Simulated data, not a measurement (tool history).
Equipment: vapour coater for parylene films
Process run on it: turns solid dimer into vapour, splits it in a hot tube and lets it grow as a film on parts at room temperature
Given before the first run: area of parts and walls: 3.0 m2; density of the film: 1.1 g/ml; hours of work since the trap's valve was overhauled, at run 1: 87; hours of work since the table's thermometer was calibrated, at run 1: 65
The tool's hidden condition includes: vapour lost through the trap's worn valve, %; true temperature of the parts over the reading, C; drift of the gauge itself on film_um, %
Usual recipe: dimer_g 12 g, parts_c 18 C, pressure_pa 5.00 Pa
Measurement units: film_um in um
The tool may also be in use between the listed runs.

run   hour  dimer_g  parts_c  pressure_pa  hours of work since the trap's valve was overhauled  hours of work since the table's thermometer was calibrated  film_um
  1    0.0       12       18         5.00                                                   87                                                          65     2.65
  2   16.9       12       11         5.00                                                   97                                                          75     3.32
  3   27.7       12       18         4.40                                                  104                                                          82     2.69
  4   53.1       14       18         5.00                                                  120                                                          98     3.09
  5   63.8        7       18         5.00                                                  127                                                         105     1.55
  6   83.8        7       18         5.00                                                  140                                                         118     1.55
  7  105.7       12       18        10.42                                                  154                                                         132     2.39
  8  131.2       12       18        10.42                                                  170                                                         148     2.36
  9  156.6       12       15        10.42                                                  186                                                         164     2.58
 10  179.2       12       15        10.42                                                  200                                                         178     2.55
     192.0  -- trap's valve overhauled
 11  194.6       12       15        10.42                                                    2                                                         185     2.47
 12  207.1       12       29         5.00                                                   10                                                         193     1.74
 13  225.3       12       18         2.94                                                   21                                                         205     2.55
 14  251.2       12       18         2.94                                                   38                                                         221     2.54
 15  262.7       12       18         5.00                                                   45                                                         229     2.41
     280.8  -- trap's valve overhauled, once more
 16  286.0       12       18         5.00                                                    3                                                         241     2.77
 17  308.5       12       18         5.00                                                   18                                                         255     2.79
 18  321.2       12       19         5.00                                                   26                                                         263     2.64
 19  334.1       12       23         5.00                                                   34                                                         271     2.32
 20  357.7       12       18         5.00                                                   49                                                         286     2.71
 21  377.9       12       18         5.00                                                   62                                                         299     2.66
 22  399.1       12       18         5.00                                                   75                                                         313     2.62
 23  420.2       12       18         5.00                                                   88                                                         326     2.65
 24  443.1       12       24         4.78                                                  103                                                         340     2.18
 25  468.7       12       24         4.78                                                  119                                                         357     2.12
 26  493.5        5       15         4.78                                                  135                                                         372     1.19
 27  519.7       13       26         5.00                                                  151                                                         389     2.16
 28  541.2        6       22         5.00                                                  165                                                         403     1.08
 29  558.6        6       22         5.00                                                  176                                                         414     1.12
 30  574.3        6       22         5.00                                                  186                                                         424     1.08
 31  594.4       10       18         5.00                                                  199                                                         436     2.07
     610.3  -- trap's valve overhauled
 32  611.6       10       18         5.00                                                    1                                                         445     2.24
 33  624.6       10       17         5.00                                                    9                                                         453     2.30
 34  644.5       10       17         5.00                                                   22                                                         465     2.35
 35  663.4       10       17         5.00                                                   34                                                         477     2.33
 36  679.2       10       17         5.00                                                   44                                                         488     2.26
 37  698.8       10       17         5.00                                                   56                                                         500     2.27
 38  712.5        5       14         7.69                                                   65                                                         509     1.18
 39  727.4        5       14         7.69                                                   74                                                         518     1.19
 40  740.7       14       26         8.55                                                   83                                                         526     2.21
 41  755.3       14       21        11.71                                                   92                                                         536     2.57
 42  777.8        6       16         2.54                                                  106                                                         550     1.50
 43  803.1        6       16         2.54                                                  122                                                         566     1.47

Forecast each of these 3 alternatives for the next run:
  A  821.6       16       16         2.54                                                  134                                                         578        ?
  B  821.6       12       18         2.62                                                  134                                                         578        ?
  C  821.6       22       16         2.54                                                  134                                                         578        ?

run  film_um
  A     3.94
  B     2.68
  C     5.29
Had the tool no hidden state, the same runs would have come out as:
run  film_um
  A     4.31
  B     2.94
  C     5.79
